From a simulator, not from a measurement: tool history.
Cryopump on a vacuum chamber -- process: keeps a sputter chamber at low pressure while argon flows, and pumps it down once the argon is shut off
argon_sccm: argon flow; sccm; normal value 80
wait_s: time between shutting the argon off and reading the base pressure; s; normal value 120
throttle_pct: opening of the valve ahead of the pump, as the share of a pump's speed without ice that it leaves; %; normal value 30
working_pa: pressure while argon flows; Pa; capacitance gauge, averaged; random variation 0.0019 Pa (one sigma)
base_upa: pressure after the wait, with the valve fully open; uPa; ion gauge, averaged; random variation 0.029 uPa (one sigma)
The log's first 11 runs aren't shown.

| run | hour | argon_sccm | wait_s | throttle_pct | hours of work since the pump was warmed up and emptied | hours of work since the cold head was overhauled | hours of work since the chamber's fittings were tightened | working_pa | base_upa |
|---|---|---|---|---|---|---|---|---|---|
| 12 | 605.4 | 43 | 54 | 30 | 359 | 2498 | 2709 | 0.2674 | 6.62 |
| 13 | 672.0 | 80 | 120 | 30 | 409 | 2548 | 2758 | 0.5043 | 5.31 |
| 14 | 716.0 | 80 | 120 | 30 | 442 | 2581 | 2792 | 0.5081 | 5.54 |
| 15 | 759.1 | 80 | 120 | 30 | 474 | 2613 | 2824 | 0.5121 | 5.76 |
| 16 | 807.1 | 80 | 120 | 30 | 510 | 2649 | 2860 | 0.5196 | 6.04 |
|  | 836.4 | pump warmed up, emptied and cooled again |
| 17 | 879.4 | 80 | 120 | 30 | 32 | 2700 | 2911 | 0.4646 | 4.61 |
| 18 | 942.4 | 51 | 26 | 23 | 80 | 2747 | 2958 | 0.3880 | 8.65 |
| 19 | 996.5 | 96 | 37 | 23 | 120 | 2788 | 2998 | 0.7343 | 7.25 |
| 20 | 1073.9 | 96 | 37 | 23 | 178 | 2846 | 3056 | 0.7395 | 7.37 |
| 21 | 1106.4 | 96 | 37 | 23 | 203 | 2870 | 3081 | 0.7368 | 7.56 |
|  | 1172.8 | leaking fittings of the chamber tightened, without venting |
| 22 | 1180.8 | 96 | 37 | 23 | 257 | 2924 | 6 | 0.7464 | 3.80 |
| 23 | 1258.5 | 96 | 37 | 23 | 315 | 2983 | 64 | 0.7535 | 4.03 |
| 24 | 1312.6 | 96 | 37 | 36 | 356 | 3023 | 105 | 0.5086 | 4.04 |
| 25 | 1380.1 | 96 | 37 | 36 | 407 | 3074 | 156 | 0.5177 | 4.15 |
| 26 | 1454.8 | 81 | 120 | 45 | 463 | 3130 | 212 | 0.3710 | 1.80 |
| 27 | 1488.8 | 81 | 120 | 45 | 488 | 3156 | 237 | 0.3768 | 1.87 |
| 28 | 1519.9 | 44 | 77 | 44 | 512 | 3179 | 261 | 0.2091 | 2.53 |
|  | 1549.0 | pump warmed up, emptied and cooled again |
| 29 | 1601.8 | 44 | 228 | 24 | 40 | 3237 | 318 | 0.3194 | 1.24 |
| 30 | 1657.5 | 38 | 226 | 26 | 81 | 3278 | 360 | 0.2561 | 1.30 |
| 31 | 1712.0 | 38 | 226 | 56 | 122 | 3319 | 401 | 0.1238 | 1.37 |
| 32 | 1779.5 | 97 | 37 | 30 | 173 | 3370 | 452 | 0.5764 | 4.34 |
| 33 | 1826.2 | 97 | 37 | 30 | 208 | 3405 | 487 | 0.5835 | 4.47 |

Run 34, settings as shown, results not yet in. Your forecast:
| 34 | 1868.2 | 43 | 136 | 15 | 240 | 3437 | 518 | ? | ? |

working_pa: 0.5013 Pa
base_upa: 1.96 uPa
Minus the tool's unlogged condition, the same run would have read working_pa 0.4859 Pa, base_upa 1.25 uPa.
